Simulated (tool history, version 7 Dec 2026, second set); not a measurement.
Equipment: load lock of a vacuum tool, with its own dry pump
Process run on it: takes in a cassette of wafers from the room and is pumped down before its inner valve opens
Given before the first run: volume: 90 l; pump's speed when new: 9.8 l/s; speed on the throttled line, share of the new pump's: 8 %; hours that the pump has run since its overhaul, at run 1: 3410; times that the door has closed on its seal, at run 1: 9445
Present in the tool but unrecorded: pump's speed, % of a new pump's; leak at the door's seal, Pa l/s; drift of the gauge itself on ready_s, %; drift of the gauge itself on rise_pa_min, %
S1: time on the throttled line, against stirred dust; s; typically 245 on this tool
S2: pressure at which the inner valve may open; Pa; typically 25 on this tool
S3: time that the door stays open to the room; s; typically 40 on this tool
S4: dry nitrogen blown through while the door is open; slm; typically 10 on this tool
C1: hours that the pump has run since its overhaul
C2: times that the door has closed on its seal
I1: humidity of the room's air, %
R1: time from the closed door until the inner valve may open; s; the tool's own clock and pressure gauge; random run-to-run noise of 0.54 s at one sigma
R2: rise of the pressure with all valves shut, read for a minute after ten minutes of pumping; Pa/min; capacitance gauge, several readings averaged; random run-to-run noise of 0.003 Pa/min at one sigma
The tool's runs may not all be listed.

run 1 hour=0 | S1=245 S2=25 S3=40 S4=10 | C1=3410 C2=9445 | I1=45 | R1=301.9 R2=0.071
run 2 hour=122.9 | S1=245 S2=25 S3=40 S4=10 | C1=3533 C2=9875 | I1=42.9 | R1=303.3 R2=0.072
run 3 hour=184.9 | S1=228 S2=25 S3=40 S4=10 | C1=3595 C2=10092 | I1=47.5 | R1=286.6 R2=0.076
run 4 hour=292.6 | S1=245 S2=25 S3=40 S4=10 | C1=3703 C2=10469 | I1=46.3 | R1=301.4 R2=0.08
run 5 hour=417.5 | S1=245 S2=25 S3=203 S4=10 | C1=3828 C2=10905 | I1=43.8 | R1=302.6 R2=0.133
run 6 hour=519.3 | S1=245 S2=25 S3=40 S4=33 | C1=3929 C2=11262 | I1=46.6 | R1=302.2 R2=0.068
run 7 hour=617.1 | S1=245 S2=25 S3=40 S4=33 | C1=4027 C2=11604 | I1=47.3 | R1=301.4 R2=0.074
run 8 hour=689.4 | S1=245 S2=25 S3=40 S4=33 | C1=4100 C2=11857 | I1=43.5 | R1=302.2 R2=0.078
run 9 hour=764.9 | S1=245 S2=22 S3=40 S4=33 | C1=4175 C2=12120 | I1=48.9 | R1=304.1 R2=0.079
run 10 hour=846.2 | S1=245 S2=22 S3=40 S4=33 | C1=4256 C2=12405 | I1=44 | R1=303.9 R2=0.072
run 11 hour=900.1 | S1=245 S2=22 S3=40 S4=33 | C1=4310 C2=12593 | I1=44.9 | R1=303.4 R2=0.076
run 12 hour=975.2 | S1=245 S2=22 S3=40 S4=33 | C1=4385 C2=12856 | I1=44.8 | R1=303.3 R2=0.083
run 13 hour=1106.3 | S1=245 S2=45 S3=160 S4=10 | C1=4516 C2=13315 | I1=43.3 | R1=297.1 R2=0.132
run 14 hour=1174.2 | S1=245 S2=45 S3=160 S4=10 | C1=4584 C2=13552 | I1=43.5 | R1=295.7 R2=0.145
run 15 hour=1268.3 | S1=245 S2=45 S3=160 S4=10 | C1=4678 C2=13881 | I1=43.2 | R1=297.4 R2=0.135
run 16 hour=1378.4 | S1=421 S2=34 S3=223 S4=10 | C1=4789 C2=14267 | I1=41.3 | R1=460.3 R2=0.148
run 17 hour=1444.9 | S1=162 S2=38 S3=121 S4=10 | C1=4855 C2=14499 | I1=44.3 | R1=222.9 R2=0.128
run 18 hour=1528.9 | S1=162 S2=38 S3=130 S4=12 | C1=4939 C2=14793 | I1=42.8 | R1=222.3 R2=0.137
run 19 hour=1628.5 | S1=245 S2=25 S3=202 S4=5 | C1=5039 C2=15141 | I1=41.3 | R1=303.1 R2=0.17
run 20 hour=1693.8 | S1=245 S2=28 S3=75 S4=5 | C1=5104 C2=15370 | I1=44.5 | R1=302 R2=0.13
run 21 hour=1758.5 | S1=192 S2=28 S3=168 S4=5 | C1=5169 C2=15596 | I1=42.6 | R1=253.7 R2=0.166

Forecast each of these 3 alternatives for the next run:
run A hour=1865.8 | S1=192 S2=22 S3=168 S4=5 | C1=5276 C2=15972 | I1=44.8 | R1=? R2=?
run B hour=1865.8 | S1=203 S2=25 S3=170 S4=10 | C1=5276 C2=15972 | I1=46 | R1=? R2=?
run C hour=1865.8 | S1=279 S2=31 S3=168 S4=5 | C1=5276 C2=15972 | I1=43.2 | R1=? R2=?

run=A R1=256.1 R2=0.172
run=B R1=264.9 R2=0.163
run=C R1=331.5 R2=0.168
With no hidden state in the tool, these same runs would have given:
run=A R1=253.6 R2=0.088
run=B R1=262.7 R2=0.078
run=C R1=329.6 R2=0.084
